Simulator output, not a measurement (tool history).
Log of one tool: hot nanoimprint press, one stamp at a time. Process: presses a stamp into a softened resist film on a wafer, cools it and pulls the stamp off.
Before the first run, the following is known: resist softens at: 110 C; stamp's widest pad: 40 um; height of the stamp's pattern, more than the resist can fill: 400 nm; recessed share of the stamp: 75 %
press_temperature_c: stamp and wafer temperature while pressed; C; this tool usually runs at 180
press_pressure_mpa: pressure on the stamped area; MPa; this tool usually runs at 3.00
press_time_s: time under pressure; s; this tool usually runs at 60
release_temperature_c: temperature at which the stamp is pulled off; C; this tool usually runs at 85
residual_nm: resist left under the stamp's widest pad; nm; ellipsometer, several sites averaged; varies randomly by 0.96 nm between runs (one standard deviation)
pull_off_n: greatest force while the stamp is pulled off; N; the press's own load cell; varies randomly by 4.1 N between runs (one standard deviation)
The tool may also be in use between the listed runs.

run,hour,press_temperature_c,press_pressure_mpa,press_time_s,release_temperature_c,residual_nm,pull_off_n
1,0.0,180,3.00,60,85,141.3,241
2,19.1,180,3.00,60,85,141.7,243
3,56.5,180,3.00,60,85,142.5,245
4,93.8,180,3.00,49,85,149.8,249
5,121.9,180,3.00,49,85,152.5,244
6,144.7,180,3.00,49,85,152.5,249
7,181.3,180,3.00,49,85,153.2,250
8,206.7,180,3.00,60,85,146.0,255
9,231.5,180,3.00,60,85,144.0,266
10,252.3,182,3.00,60,85,134.0,260
11,268.4,182,3.00,60,85,132.5,266
12,285.3,180,3.00,60,85,145.4,269
13,323.4,180,3.00,60,85,146.0,273
14,361.4,180,3.00,60,85,144.0,281
15,382.5,180,3.00,60,85,144.2,281
16,403.7,173,3.65,46,91,182.0,252
17,437.1,187,3.00,75,85,101.9,280
# hour 455.6: stamp cleaned and given a new release coat
18,479.7,191,2.09,60,87,113.4,200
# hour 507.9: plate thermocouple calibrated
19,519.8,191,2.09,60,87,114.6,201
20,555.1,191,2.09,60,87,113.9,208
# hour 582.1: plate thermocouple calibrated, once more
21,584.4,191,2.09,60,87,113.3,203
22,615.1,191,2.09,60,87,114.5,209
23,641.5,181,2.09,60,74,162.5,245
24,679.9,181,2.09,60,74,161.8,253
25,699.7,175,2.09,60,81,192.6,233
26,732.0,175,2.09,60,81,190.1,233
27,770.0,180,3.48,81,85,123.9,223
28,794.8,180,3.76,81,85,120.6,226
29,811.9,190,2.16,60,85,118.2,239

Consider 4 possible next runs. They are alternatives, not a sequence: every one starts from the tool as it was left by run 29. What does each give?
A,849.6,184,2.16,71,85,?,?
B,849.6,190,2.16,98,85,?,?
C,849.6,177,3.00,60,85,?,?
D,849.6,180,3.49,95,75,?,?

run,residual_nm,pull_off_n
A,138.6,231
B,99.2,239
C,162.6,235
D,119.4,274
Stripped of hidden state, with their random variation kept, the same runs would have yielded:
run,residual_nm,pull_off_n
A,135.6,193
B,96.8,200
C,158.8,196
D,115.6,229
